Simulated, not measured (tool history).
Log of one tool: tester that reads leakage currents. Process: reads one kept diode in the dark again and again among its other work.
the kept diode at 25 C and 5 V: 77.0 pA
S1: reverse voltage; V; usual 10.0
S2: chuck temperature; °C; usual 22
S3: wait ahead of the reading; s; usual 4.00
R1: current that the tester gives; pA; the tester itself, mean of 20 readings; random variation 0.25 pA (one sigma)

run 1 hour=0.0 | S1=10.0 S2=22 S3=4.00 | R1=105.76
run 2 hour=93.2 | S1=10.0 S2=48 S3=4.00 | R1=519.73
run 3 hour=148.9 | S1=10.0 S2=48 S3=4.00 | R1=514.85
-- hour=226.3 probe card cleaned and baked
run 4 hour=228.8 | S1=10.0 S2=48 S3=1.07 | R1=483.68
run 5 hour=282.0 | S1=10.0 S2=22 S3=1.52 | R1=80.56
run 6 hour=343.8 | S1=10.0 S2=56 S3=4.00 | R1=790.74
run 7 hour=419.1 | S1=10.0 S2=56 S3=4.00 | R1=786.01
run 8 hour=472.8 | S1=10.0 S2=56 S3=4.00 | R1=785.01
run 9 hour=543.1 | S1=10.0 S2=56 S3=3.19 | R1=779.35
run 10 hour=603.9 | S1=1.4 S2=22 S3=4.00 | R1=33.85
run 11 hour=690.2 | S1=1.4 S2=22 S3=4.00 | R1=33.56
run 12 hour=773.8 | S1=1.4 S2=22 S3=4.00 | R1=33.42
run 13 hour=820.2 | S1=1.4 S2=22 S3=4.00 | R1=33.16
run 14 hour=910.9 | S1=10.0 S2=22 S3=5.48 | R1=81.37
run 15 hour=1002.0 | S1=14.6 S2=22 S3=4.00 | R1=99.87
run 16 hour=1075.8 | S1=14.6 S2=22 S3=4.00 | R1=99.94
-- hour=1098.6 chuck's temperature calibrated
run 17 hour=1139.2 | S1=1.9 S2=22 S3=4.00 | R1=43.23
run 18 hour=1224.6 | S1=1.9 S2=22 S3=4.00 | R1=43.14
run 19 hour=1304.9 | S1=1.9 S2=22 S3=4.00 | R1=42.87
run 20 hour=1343.8 | S1=10.0 S2=22 S3=0.53 | R1=98.43
run 21 hour=1405.9 | S1=1.1 S2=43 S3=3.62 | R1=140.44
run 22 hour=1493.0 | S1=2.1 S2=29 S3=3.62 | R1=71.46
run 23 hour=1586.0 | S1=15.3 S2=45 S3=0.87 | R1=495.49
run 24 hour=1641.2 | S1=15.3 S2=45 S3=0.87 | R1=495.42
run 25 hour=1686.5 | S1=15.3 S2=27 S3=2.64 | R1=163.44
run 26 hour=1741.8 | S1=15.3 S2=27 S3=2.64 | R1=162.78
run 27 hour=1797.3 | S1=17.5 S2=37 S3=0.77 | R1=322.63
run 28 hour=1874.7 | S1=17.5 S2=22 S3=1.52 | R1=135.58
run 29 hour=1915.4 | S1=1.0 S2=41 S3=4.00 | R1=112.61
run 30 hour=1982.9 | S1=19.4 S2=42 S3=4.00 | R1=449.55
run 31 hour=2030.6 | S1=1.5 S2=31 S3=4.00 | R1=67.51
run 32 hour=2071.1 | S1=1.5 S2=31 S3=4.00 | R1=67.18
-- hour=2109.2 probe card cleaned and baked
run 33 hour=2113.9 | S1=1.5 S2=31 S3=4.00 | R1=63.16
-- hour=2191.7 chuck's temperature calibrated
run 34 hour=2201.3 | S1=1.9 S2=50 S3=6.34 | R1=283.82
run 35 hour=2277.8 | S1=1.9 S2=34 S3=6.34 | R1=97.76
run 36 hour=2320.7 | S1=1.9 S2=34 S3=6.34 | R1=96.52
run 37 hour=2371.7 | S1=1.9 S2=34 S3=6.34 | R1=95.52
run 38 hour=2438.3 | S1=1.9 S2=34 S3=6.34 | R1=95.64
run 39 hour=2483.9 | S1=19.1 S2=45 S3=3.49 | R1=525.98

Some steps in R1 between neighbouring runs. How much of each would the tool show without its hidden state too (settings, what came in, random variation), and how much is left for the hidden state, with any gauge scatter that isn't in both results?
The hidden state here: stray current of the dirty probe card, pA a volt; current scale over the true one, %; true chuck temperature over the reading, C; drift of the gauge itself on leakage_pa, %.
Run 5 -> 6: S2 22 -> 56, S3 1.52 -> 4.00. R1 +710.18 pA: hidden state -33.28, all else +743.46.
Run 9 -> 10: S1 10.0 -> 1.4, S2 56 -> 22, S3 3.19 -> 4.00. R1 -745.50 pA: hidden state +49.38, all else -794.88.
Run 28 -> 29: S1 17.5 -> 1.0, S2 22 -> 41, S3 1.52 -> 4.00. R1 -22.97 pA: hidden state -38.82, all else +15.85.
Run 38 -> 39: S1 1.9 -> 19.1, S2 34 -> 45, S3 6.34 -> 3.49. R1 +430.34 pA: hidden state -10.49, all else +440.83.
